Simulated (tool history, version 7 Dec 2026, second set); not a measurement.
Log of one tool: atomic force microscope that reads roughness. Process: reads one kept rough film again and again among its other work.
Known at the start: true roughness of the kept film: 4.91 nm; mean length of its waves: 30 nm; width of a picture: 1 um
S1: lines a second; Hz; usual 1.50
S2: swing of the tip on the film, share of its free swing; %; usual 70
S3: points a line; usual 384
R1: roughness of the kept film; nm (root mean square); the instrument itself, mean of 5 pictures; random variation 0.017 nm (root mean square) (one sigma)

run   hour    S1  S2   S3     R1
  1    0.0  1.50  70  384  4.086
  2   46.2  1.50  70  384  3.846
  3   92.3  1.50  70  603  3.656
  4  133.5  1.50  70  603  3.486
  5  159.9  1.50  70  603  3.396
  6  191.6  1.50  57  603  3.335
     223.4  -- new tip fitted
  7  240.5  1.50  57  603  4.210
  8  277.8  1.50  57  603  3.995
  9  321.8  1.50  57  603  3.789
 10  347.7  1.50  57  603  3.661
 11  370.3  1.50  57  603  3.559
 12  414.1  1.50  57  603  3.373
 13  449.9  1.87  74  603  3.135
     468.0  -- new tip fitted
 14  485.6  1.87  74  603  4.039

Forecast run 15:
 15  514.6  0.57  62  384   ?

{"run 15": {"R1": 4.091}}
Without the tool's hidden state the same run would have given R1 4.362 nm (root mean square).
